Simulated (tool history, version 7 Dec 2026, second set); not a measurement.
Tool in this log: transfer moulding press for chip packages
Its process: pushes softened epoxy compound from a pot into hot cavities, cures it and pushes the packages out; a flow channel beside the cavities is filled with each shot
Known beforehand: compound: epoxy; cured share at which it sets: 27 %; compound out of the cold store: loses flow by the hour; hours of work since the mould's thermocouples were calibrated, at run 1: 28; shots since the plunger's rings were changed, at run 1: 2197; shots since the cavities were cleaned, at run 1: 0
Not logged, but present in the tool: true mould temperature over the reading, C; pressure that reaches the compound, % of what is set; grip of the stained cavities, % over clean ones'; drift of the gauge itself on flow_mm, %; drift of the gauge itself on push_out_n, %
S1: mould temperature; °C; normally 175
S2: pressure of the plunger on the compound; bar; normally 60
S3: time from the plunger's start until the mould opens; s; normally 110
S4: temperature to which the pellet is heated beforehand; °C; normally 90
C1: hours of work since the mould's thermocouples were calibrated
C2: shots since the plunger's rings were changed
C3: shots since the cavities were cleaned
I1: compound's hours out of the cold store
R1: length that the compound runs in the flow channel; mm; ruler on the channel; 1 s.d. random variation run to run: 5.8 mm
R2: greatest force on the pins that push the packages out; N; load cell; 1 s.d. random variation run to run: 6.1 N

{"run": 1, "day": 0.0, "S1": 175, "S2": 60, "S3": 110, "S4": 90, "C1": 28, "C2": 2197, "C3": 0, "I1": 47.2, "R1": 607, "R2": 219}
{"run": 2, "day": 0.721, "S1": 175, "S2": 60, "S3": 110, "S4": 90, "C1": 37, "C2": 2333, "C3": 136, "I1": 14.3, "R1": 765, "R2": 258}
{"run": 3, "day": 1.358, "S1": 175, "S2": 60, "S3": 110, "S4": 90, "C1": 44, "C2": 2452, "C3": 255, "I1": 43.1, "R1": 626, "R2": 262}
{"run": 4, "day": 2.25, "S1": 175, "S2": 60, "S3": 110, "S4": 90, "C1": 54, "C2": 2618, "C3": 421, "I1": 24.5, "R1": 718, "R2": 284}
{"run": 5, "day": 2.762, "S1": 175, "S2": 60, "S3": 110, "S4": 90, "C1": 60, "C2": 2714, "C3": 517, "I1": 39.5, "R1": 635, "R2": 295}
{"day": 3.454, "done": "cavities cleaned with cleaning compound and waxed"}
{"run": 6, "day": 3.646, "S1": 175, "S2": 60, "S3": 110, "S4": 90, "C1": 70, "C2": 2869, "C3": 36, "I1": 35.3, "R1": 644, "R2": 244}
{"run": 7, "day": 4.696, "S1": 175, "S2": 72.5, "S3": 110, "S4": 90, "C1": 82, "C2": 3065, "C3": 232, "I1": 23.6, "R1": 767, "R2": 265}
{"run": 8, "day": 5.742, "S1": 175, "S2": 60, "S3": 110, "S4": 90, "C1": 94, "C2": 3260, "C3": 427, "I1": 32.7, "R1": 655, "R2": 298}
{"run": 9, "day": 6.454, "S1": 175, "S2": 60, "S3": 110, "S4": 81, "C1": 102, "C2": 3394, "C3": 561, "I1": 29.4, "R1": 675, "R2": 299}
{"day": 6.908, "done": "cavities cleaned with cleaning compound and waxed"}
{"day": 7.225, "done": "plunger's sealing rings changed"}
{"run": 10, "day": 7.633, "S1": 175, "S2": 60, "S3": 110, "S4": 81, "C1": 114, "C2": 76, "C3": 115, "I1": 38.4, "R1": 670, "R2": 248}
{"run": 11, "day": 8.662, "S1": 175, "S2": 60, "S3": 110, "S4": 81, "C1": 126, "C2": 270, "C3": 309, "I1": 47.2, "R1": 629, "R2": 264}
{"run": 12, "day": 9.675, "S1": 175, "S2": 60, "S3": 110, "S4": 81, "C1": 138, "C2": 459, "C3": 498, "I1": 16.7, "R1": 774, "R2": 304}
{"run": 13, "day": 10.138, "S1": 175, "S2": 60, "S3": 110, "S4": 81, "C1": 143, "C2": 545, "C3": 584, "I1": 19, "R1": 762, "R2": 301}
{"day": 10.538, "done": "cavities cleaned with cleaning compound and waxed"}
{"run": 14, "day": 10.912, "S1": 175, "S2": 60, "S3": 110, "S4": 81, "C1": 151, "C2": 679, "C3": 70, "I1": 40.3, "R1": 661, "R2": 241}
{"run": 15, "day": 11.725, "S1": 175, "S2": 60, "S3": 110, "S4": 81, "C1": 161, "C2": 831, "C3": 222, "I1": 8.4, "R1": 832, "R2": 275}
{"run": 16, "day": 12.638, "S1": 169, "S2": 60, "S3": 110, "S4": 97, "C1": 171, "C2": 1002, "C3": 393, "I1": 23.3, "R1": 763, "R2": 382}
{"run": 17, "day": 13.217, "S1": 168, "S2": 53.6, "S3": 110, "S4": 90, "C1": 178, "C2": 1110, "C3": 501, "I1": 34.8, "R1": 667, "R2": 409}
{"day": 14.033, "done": "cavities cleaned with cleaning compound and waxed"}
{"run": 18, "day": 14.254, "S1": 168, "S2": 53.6, "S3": 110, "S4": 90, "C1": 189, "C2": 1293, "C3": 41, "I1": 17.7, "R1": 746, "R2": 371}
{"run": 19, "day": 14.904, "S1": 168, "S2": 53.6, "S3": 110, "S4": 90, "C1": 197, "C2": 1415, "C3": 163, "I1": 13.4, "R1": 780, "R2": 404}
{"run": 20, "day": 16.021, "S1": 178, "S2": 60, "S3": 110, "S4": 81, "C1": 210, "C2": 1624, "C3": 372, "I1": 35.4, "R1": 662, "R2": 255}
{"run": 21, "day": 17.079, "S1": 175, "S2": 74.8, "S3": 134, "S4": 90, "C1": 222, "C2": 1821, "C3": 569, "I1": 30.5, "R1": 767, "R2": 246}
{"day": 17.55, "done": "cavities cleaned with cleaning compound and waxed"}
{"run": 22, "day": 18.233, "S1": 177, "S2": 48.8, "S3": 134, "S4": 90, "C1": 235, "C2": 2026, "C3": 128, "I1": 32.6, "R1": 614, "R2": 223}
{"run": 23, "day": 19.192, "S1": 175, "S2": 60, "S3": 124, "S4": 92, "C1": 246, "C2": 2206, "C3": 308, "I1": 33.8, "R1": 670, "R2": 252}
{"run": 24, "day": 20.112, "S1": 173, "S2": 65.2, "S3": 102, "S4": 84, "C1": 256, "C2": 2378, "C3": 480, "I1": 20.9, "R1": 776, "R2": 381}
{"day": 21.038, "done": "cavities cleaned with cleaning compound and waxed"}
{"run": 25, "day": 21.121, "S1": 176, "S2": 60.1, "S3": 110, "S4": 85, "C1": 267, "C2": 2555, "C3": 15, "I1": 34, "R1": 662, "R2": 226}

Predict the results of run 26:
{"run": 26, "day": 22.212, "S1": 176, "S2": 60.1, "S3": 110, "S4": 85, "C1": 280, "C2": 2759, "C3": 219, "I1": 26.7, "R1": "?", "R2": "?"}

For run 26 the tool returned R1 694 mm, R2 262 N.
If the tool had no hidden condition, the same run with the same run-to-run variation would have returned R1 735 mm, R2 226 N.

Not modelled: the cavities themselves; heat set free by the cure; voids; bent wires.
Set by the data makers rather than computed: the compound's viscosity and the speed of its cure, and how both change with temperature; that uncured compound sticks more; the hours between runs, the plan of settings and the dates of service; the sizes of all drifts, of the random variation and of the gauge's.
